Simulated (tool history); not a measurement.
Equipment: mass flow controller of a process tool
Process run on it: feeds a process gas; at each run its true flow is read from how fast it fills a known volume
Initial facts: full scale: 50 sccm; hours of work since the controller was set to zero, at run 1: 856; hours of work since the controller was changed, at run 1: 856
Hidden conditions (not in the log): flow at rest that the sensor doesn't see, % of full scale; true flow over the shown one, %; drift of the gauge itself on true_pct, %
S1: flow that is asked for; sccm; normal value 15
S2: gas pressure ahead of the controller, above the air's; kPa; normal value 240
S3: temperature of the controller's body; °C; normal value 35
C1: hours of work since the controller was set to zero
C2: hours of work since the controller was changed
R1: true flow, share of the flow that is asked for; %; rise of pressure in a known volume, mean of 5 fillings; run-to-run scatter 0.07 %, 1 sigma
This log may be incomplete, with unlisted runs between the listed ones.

Run 1, hour 0.0: usual settings; C1 856; C2 856. Result: R1 99.16 %.
Run 2, hour 46.4: usual settings but S2 260 kPa; C1 891; C2 891. Result: R1 98.95 %.
Run 3, hour 100.8: usual settings; C1 931; C2 931. Result: R1 99.19 %.
Run 4, hour 171.0: usual settings but S2 169 kPa; C1 983; C2 983. Result: R1 99.92 %.
Run 5, hour 226.8: usual settings but S2 169 kPa; C1 1025; C2 1025. Result: R1 99.85 %.
Run 6, hour 265.8: usual settings but S2 169 kPa; C1 1053; C2 1053. Result: R1 99.85 %.
Run 7, hour 331.2: usual settings but S2 169 kPa; C1 1102; C2 1102. Result: R1 99.92 %.
Run 8, hour 379.0: usual settings but S2 169 kPa; C1 1137; C2 1137. Result: R1 99.97 %.
Run 9, hour 458.4: usual settings but S2 169 kPa; C1 1196; C2 1196. Result: R1 99.97 %.
Run 10, hour 532.1: usual settings; C1 1251; C2 1251. Result: R1 99.51 %.
Run 11, hour 574.1: usual settings but S3 30 °C; C1 1282; C2 1282. Result: R1 99.82 %.
Run 12, hour 644.5: usual settings; C1 1334; C2 1334. Result: R1 99.66 %.
Run 13, hour 698.2: usual settings but S3 29 °C; C1 1374; C2 1374. Result: R1 100.03 %.
At hour 704.4: controller's zero set anew.
Run 14, hour 736.2: usual settings but S1 13 sccm; C1 24; C2 1402. Result: R1 100.15 %.
Run 15, hour 807.9: usual settings but S2 208 kPa; C1 77; C2 1455. Result: R1 100.18 %.
Run 16, hour 883.1: usual settings; C1 133; C2 1511. Result: R1 100.04 %.
Run 17, hour 958.3: usual settings but S2 167 kPa; C1 188; C2 1567. Result: R1 100.52 %.
Run 18, hour 1012.9: usual settings but S2 167 kPa; C1 229; C2 1607. Result: R1 100.60 %.
At hour 1020.5: controller's zero set anew, once more.
Run 19, hour 1089.7: usual settings but S2 167 kPa; C1 51; C2 1664. Result: R1 98.53 %.
Run 20, hour 1150.7: usual settings but S2 167 kPa; C1 97; C2 1709. Result: R1 98.65 %.
Run 21, hour 1219.2: usual settings; C1 147; C2 1760. Result: R1 98.16 %.
Run 22, hour 1272.7: usual settings but S2 172 kPa, S3 24 °C; C1 187; C2 1799. Result: R1 99.37 %.
Run 23, hour 1354.8: usual settings but S1 29 sccm, S2 260 kPa, S3 34 °C; C1 248; C2 1860. Result: R1 98.58 %.
Run 24, hour 1430.7: usual settings but S1 29 sccm; C1 304; C2 1917. Result: R1 98.57 %.
Run 25, hour 1494.9: usual settings but S1 6 sccm; C1 352; C2 1964. Result: R1 98.63 %.
Run 26, hour 1549.6: usual settings but S1 6 sccm, S3 32 °C; C1 392; C2 2005. Result: R1 98.94 %.
Run 27, hour 1622.2: usual settings but S1 6 sccm, S3 32 °C; C1 446; C2 2059. Result: R1 99.09 %.
Run 28, hour 1678.6: usual settings but S1 6 sccm, S3 32 °C; C1 488; C2 2100. Result: R1 99.10 %.
Run 29, hour 1756.7: usual settings but S1 6 sccm, S3 32 °C; C1 546; C2 2158. Result: R1 99.27 %.
Run 30, hour 1847.1: usual settings but S1 6 sccm, S3 32 °C; C1 613; C2 2225. Result: R1 99.52 %.
Run 31, hour 1925.4: usual settings but S1 6 sccm, S3 32 °C; C1 671; C2 2283. Result: R1 99.64 %.

What will run 32 give?
Run 32, hour 1996.3: usual settings but S1 6 sccm, S3 32 °C; C1 724; C2 2336. Result: R1 ?.

{"run 32": {"R1": 99.62}}
With the hidden condition absent and the run-to-run variation left alone, this run would have shown R1 97.90 %.

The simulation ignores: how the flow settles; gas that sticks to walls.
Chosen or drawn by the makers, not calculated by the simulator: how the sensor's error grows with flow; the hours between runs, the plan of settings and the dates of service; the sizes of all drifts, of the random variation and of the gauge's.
